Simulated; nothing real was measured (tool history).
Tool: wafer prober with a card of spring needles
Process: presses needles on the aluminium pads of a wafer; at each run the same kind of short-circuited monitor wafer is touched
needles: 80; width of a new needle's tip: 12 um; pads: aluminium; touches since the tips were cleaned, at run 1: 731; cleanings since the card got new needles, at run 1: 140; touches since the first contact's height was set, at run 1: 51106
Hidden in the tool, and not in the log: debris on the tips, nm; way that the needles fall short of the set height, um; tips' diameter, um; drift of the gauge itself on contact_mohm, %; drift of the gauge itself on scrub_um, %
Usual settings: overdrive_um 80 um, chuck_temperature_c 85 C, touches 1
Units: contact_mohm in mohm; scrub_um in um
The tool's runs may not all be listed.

| run | hour | overdrive_um | chuck_temperature_c | touches | touches since the tips were cleaned | cleanings since the card got new needles | touches since the first contact's height was set | contact_mohm | scrub_um |
|---|---|---|---|---|---|---|---|---|---|
| 1 | 0.0 | 80 | 85 | 1 | 731 | 140 | 51106 | 120 | 15.46 |
|  | 6.5 | tips cleaned on abrasive film |
|  | 14.6 | tips cleaned on abrasive film |
|  | 21.1 | tips cleaned on abrasive film |
|  | 29.2 | tips cleaned on abrasive film |
|  | 35.7 | tips cleaned on abrasive film |
|  | 43.9 | tips cleaned on abrasive film |
|  | 52.0 | tips cleaned on abrasive film |
|  | 60.1 | tips cleaned on abrasive film |
|  | 68.2 | tips cleaned on abrasive film |
| 2 | 71.0 | 80 | 85 | 1 | 1555 | 149 | 90442 | 120 | 15.49 |
|  | 75.9 | tips cleaned on abrasive film |
|  | 84.0 | tips cleaned on abrasive film |
|  | 92.1 | tips cleaned on abrasive film |
|  | 98.6 | tips cleaned on abrasive film |
|  | 106.7 | tips cleaned on abrasive film |
| 3 | 109.5 | 80 | 85 | 2 | 1600 | 154 | 111831 | 119 | 15.42 |
|  | 114.5 | tips cleaned on abrasive film |
|  | 121.0 | tips cleaned on abrasive film |
|  | 129.1 | tips cleaned on abrasive film |
|  | 137.2 | tips cleaned on abrasive film |
|  | 145.3 | tips cleaned on abrasive film |
|  | 153.4 | tips cleaned on abrasive film |
|  | 159.9 | tips cleaned on abrasive film |
|  | 168.0 | tips cleaned on abrasive film |
| 4 | 170.8 | 80 | 85 | 2 | 1578 | 162 | 145792 | 120 | 15.48 |
|  | 175.7 | tips cleaned on abrasive film |
|  | 183.8 | tips cleaned on abrasive film |
|  | 192.0 | tips cleaned on abrasive film |
|  | 200.1 | tips cleaned on abrasive film |
|  | 206.6 | tips cleaned on abrasive film |
|  | 214.7 | tips cleaned on abrasive film |
|  | 222.8 | tips cleaned on abrasive film |
|  | 230.9 | tips cleaned on abrasive film |
|  | 239.0 | tips cleaned on abrasive film |
|  | 242.5 | height of the first contact set anew |
|  | 245.8 | tips cleaned on abrasive film |
|  | 253.9 | tips cleaned on abrasive film |
| 5 | 256.9 | 80 | 85 | 2 | 1653 | 173 | 7951 | 121 | 15.50 |
|  | 261.8 | tips cleaned on abrasive film |
|  | 268.3 | tips cleaned on abrasive film |
|  | 276.4 | tips cleaned on abrasive film |
|  | 284.5 | tips cleaned on abrasive film |
|  | 292.6 | tips cleaned on abrasive film |
| 6 | 298.7 | 80 | 85 | 2 | 3428 | 178 | 31170 | 119 | 15.43 |
|  | 300.4 | tips cleaned on abrasive film |
|  | 308.5 | tips cleaned on abrasive film |
|  | 316.7 | tips cleaned on abrasive film |
|  | 324.8 | tips cleaned on abrasive film |
|  | 332.9 | tips cleaned on abrasive film |
| 7 | 335.8 | 80 | 85 | 2 | 1661 | 183 | 51721 | 121 | 15.47 |
|  | 340.7 | tips cleaned on abrasive film |
|  | 348.8 | tips cleaned on abrasive film |
|  | 357.0 | tips cleaned on abrasive film |
|  | 365.1 | tips cleaned on abrasive film |
|  | 373.2 | tips cleaned on abrasive film |
|  | 381.3 | tips cleaned on abrasive film |
| 8 | 384.1 | 80 | 85 | 2 | 1561 | 189 | 78469 | 122 | 15.44 |
|  | 389.0 | tips cleaned on abrasive film |
|  | 395.5 | tips cleaned on abrasive film |
|  | 403.6 | tips cleaned on abrasive film |
|  | 411.7 | tips cleaned on abrasive film |
|  | 419.8 | tips cleaned on abrasive film |
|  | 427.9 | tips cleaned on abrasive film |
|  | 434.4 | tips cleaned on abrasive film |
|  | 442.5 | tips cleaned on abrasive film |
| 9 | 446.6 | 80 | 85 | 2 | 2293 | 197 | 113145 | 122 | 15.41 |

Forecast run 10:
|  | 449.9 | tips cleaned on abrasive film |
|  | 458.0 | tips cleaned on abrasive film |
|  | 464.5 | tips cleaned on abrasive film |
|  | 472.7 | tips cleaned on abrasive film |
|  | 480.8 | tips cleaned on abrasive film |
|  | 488.9 | tips cleaned on abrasive film |
|  | 496.3 | tips cleaned on abrasive film |
| 10 | 496.3 | 80 | 112 | 2 | 0 | 204 | 140635 | ? | ? |

contact_mohm: 127 mohm
scrub_um: 15.38 um
Without the tool's hidden state the same run would have given contact_mohm 127 mohm, scrub_um 15.39 um.
